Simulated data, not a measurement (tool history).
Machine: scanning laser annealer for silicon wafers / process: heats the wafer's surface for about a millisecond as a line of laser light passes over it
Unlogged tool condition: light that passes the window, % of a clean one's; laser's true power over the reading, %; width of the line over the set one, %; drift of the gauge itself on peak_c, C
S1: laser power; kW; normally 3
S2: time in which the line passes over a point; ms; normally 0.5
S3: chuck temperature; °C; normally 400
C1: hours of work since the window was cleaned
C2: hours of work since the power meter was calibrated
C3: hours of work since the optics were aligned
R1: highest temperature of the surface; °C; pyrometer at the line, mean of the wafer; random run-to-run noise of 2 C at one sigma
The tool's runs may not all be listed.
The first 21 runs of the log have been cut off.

run	hour	S1	S2	S3	C1	C2	C3	R1
22	747.5	3.234	0.5	387	79	1059	492	1292
23	770.5	3.234	0.5	387	90	1069	502	1292
24	814.2	3.234	0.5	387	110	1089	522	1295
25	836.3	3.234	0.5	433	120	1099	532	1338
26	879.5	3	0.444	409	140	1119	552	1199
27	912	3	0.444	409	154	1134	567	1199
28	937	2.886	0.5	400	166	1145	578	1196
29	984.2	3.237	0.507	388	187	1167	600	1293
30	1015.1	3.216	0.59	388	201	1181	614	1347
31	1062.3	3.216	0.59	385	223	1202	636	1338
32	1098.5	2.869	0.59	422	240	1219	652	1264
33	1120.3	3.259	0.5	435	249	1229	662	1336
34	1164.1	3	0.538	398	269	1249	682	1244
35	1210.1	3	0.538	398	290	1270	703	1245
36	1249.9	2.995	0.563	400	309	1288	721	1259
37	1270.2	3.268	0.598	399	318	1297	730	1366
38	1317.7	3.205	0.357	421	340	1319	752	1175
39	1349.8	3.041	0.443	421	354	1333	767	1206
40	1377.5	2.733	0.443	401	367	1346	779	1099

4 ways to go on from here, each from the tool as it stands after run 40. What would each give?
A	1421.9	2.926	0.462	423	387	1366	800	?
B	1421.9	3	0.38	415	387	1366	800	?
C	1421.9	2.581	0.387	425	387	1366	800	?
D	1421.9	3.237	0.392	407	387	1366	800	?

run	R1
A	1185
B	1133
C	1040
D	1201
The same runs, with their run-to-run variation unchanged, on a tool lacking any hidden condition would have given:
run	R1
A	1219
B	1166
C	1068
D	1236
